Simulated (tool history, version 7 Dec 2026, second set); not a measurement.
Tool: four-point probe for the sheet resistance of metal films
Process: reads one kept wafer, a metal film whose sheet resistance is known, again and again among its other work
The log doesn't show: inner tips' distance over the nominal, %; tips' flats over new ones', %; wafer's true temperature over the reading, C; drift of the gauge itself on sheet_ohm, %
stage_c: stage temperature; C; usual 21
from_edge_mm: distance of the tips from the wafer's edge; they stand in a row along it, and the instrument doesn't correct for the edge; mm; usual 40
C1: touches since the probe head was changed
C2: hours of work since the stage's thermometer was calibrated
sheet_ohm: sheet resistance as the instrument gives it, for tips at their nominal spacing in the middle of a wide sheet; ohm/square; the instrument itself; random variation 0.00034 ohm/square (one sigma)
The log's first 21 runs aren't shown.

Run 22, hour 463.3: usual settings but stage_c 34 C; C1 13875; C2 185. Result: sheet_ohm 1.719532 ohm/square.
Run 23, hour 479.3: usual settings; C1 14180; C2 197. Result: sheet_ohm 1.693231 ohm/square.
Run 24, hour 505.2: usual settings but stage_c 23 C, from_edge_mm 59 mm; C1 14673; C2 215. Result: sheet_ohm 1.696520 ohm/square.
Run 25, hour 525.3: usual settings but stage_c 23 C, from_edge_mm 59 mm; C1 15055; C2 230. Result: sheet_ohm 1.697270 ohm/square.
Run 26, hour 557.7: usual settings but stage_c 31 C, from_edge_mm 24 mm; C1 15672; C2 253. Result: sheet_ohm 1.714944 ohm/square.
Run 27, hour 576.4: usual settings but stage_c 26 C, from_edge_mm 14 mm; C1 16028; C2 267. Result: sheet_ohm 1.709949 ohm/square.
Run 28, hour 598.0: usual settings but from_edge_mm 7 mm; C1 16440; C2 282. Result: sheet_ohm 1.722050 ohm/square.
Run 29, hour 619.6: usual settings but from_edge_mm 7 mm; C1 16850; C2 298. Result: sheet_ohm 1.721781 ohm/square.
Run 30, hour 642.3: usual settings but stage_c 35 C; C1 17283; C2 314. Result: sheet_ohm 1.722291 ohm/square.
Run 31, hour 672.5: usual settings but stage_c 25 C, from_edge_mm 8 mm; C1 17859; C2 336. Result: sheet_ohm 1.723721 ohm/square.
Run 32, hour 701.4: usual settings but stage_c 29 C, from_edge_mm 3 mm; C1 18410; C2 357. Result: sheet_ohm 1.858205 ohm/square.
Run 33, hour 726.7: usual settings but from_edge_mm 31 mm; C1 18890; C2 375. Result: sheet_ohm 1.694102 ohm/square.
Run 34, hour 753.3: usual settings but from_edge_mm 31 mm; C1 19397; C2 394. Result: sheet_ohm 1.694160 ohm/square.
Run 35, hour 778.9: usual settings but stage_c 18 C, from_edge_mm 5 mm; C1 19885; C2 412. Result: sheet_ohm 1.742786 ohm/square.
Run 36, hour 797.7: usual settings but stage_c 30 C, from_edge_mm 7 mm; C1 20243; C2 426. Result: sheet_ohm 1.741442 ohm/square.
Run 37, hour 827.6: usual settings but stage_c 30 C, from_edge_mm 8 mm; C1 20813; C2 447. Result: sheet_ohm 1.733560 ohm/square.
Run 38, hour 848.3: usual settings but from_edge_mm 14 mm; C1 21206; C2 462. Result: sheet_ohm 1.700042 ohm/square.
Run 39, hour 863.4: usual settings but from_edge_mm 65 mm; C1 21495; C2 473. Result: sheet_ohm 1.693145 ohm/square.
Run 40, hour 880.4: usual settings but from_edge_mm 65 mm; C1 21817; C2 485. Result: sheet_ohm 1.693362 ohm/square.
Run 41, hour 894.7: usual settings but stage_c 19 C, from_edge_mm 65 mm; C1 22090; C2 495. Result: sheet_ohm 1.689285 ohm/square.
Run 42, hour 909.1: usual settings but stage_c 19 C, from_edge_mm 65 mm; C1 22365; C2 506. Result: sheet_ohm 1.689567 ohm/square.
Run 43, hour 938.0: usual settings but stage_c 33 C, from_edge_mm 11 mm; C1 22915; C2 527. Result: sheet_ohm 1.729370 ohm/square.
Run 44, hour 969.9: usual settings but from_edge_mm 14 mm; C1 23523; C2 550. Result: sheet_ohm 1.700828 ohm/square.
Run 45, hour 1003.2: usual settings but stage_c 26 C, from_edge_mm 19 mm; C1 24157; C2 574. Result: sheet_ohm 1.707346 ohm/square.
Run 46, hour 1026.5: usual settings but stage_c 27 C, from_edge_mm 9 mm; C1 24601; C2 590. Result: sheet_ohm 1.723070 ohm/square.

3 ways to go on from here, each from the tool as it stands after run 46. What would each give?
Run A, hour 1045.0: usual settings but stage_c 24 C; C1 24952; C2 604. Result: sheet_ohm ?.
Run B, hour 1045.0: usual settings but stage_c 27 C, from_edge_mm 14 mm; C1 24952; C2 604. Result: sheet_ohm ?.
Run C, hour 1045.0: usual settings but stage_c 22 C, from_edge_mm 6 mm; C1 24952; C2 604. Result: sheet_ohm ?.

run  sheet_ohm
  A   1.700002
  B   1.713433
  C   1.735803
Without the tool's hidden state the same runs would have given:
run  sheet_ohm
  A   1.697860
  B   1.711273
  C   1.733621
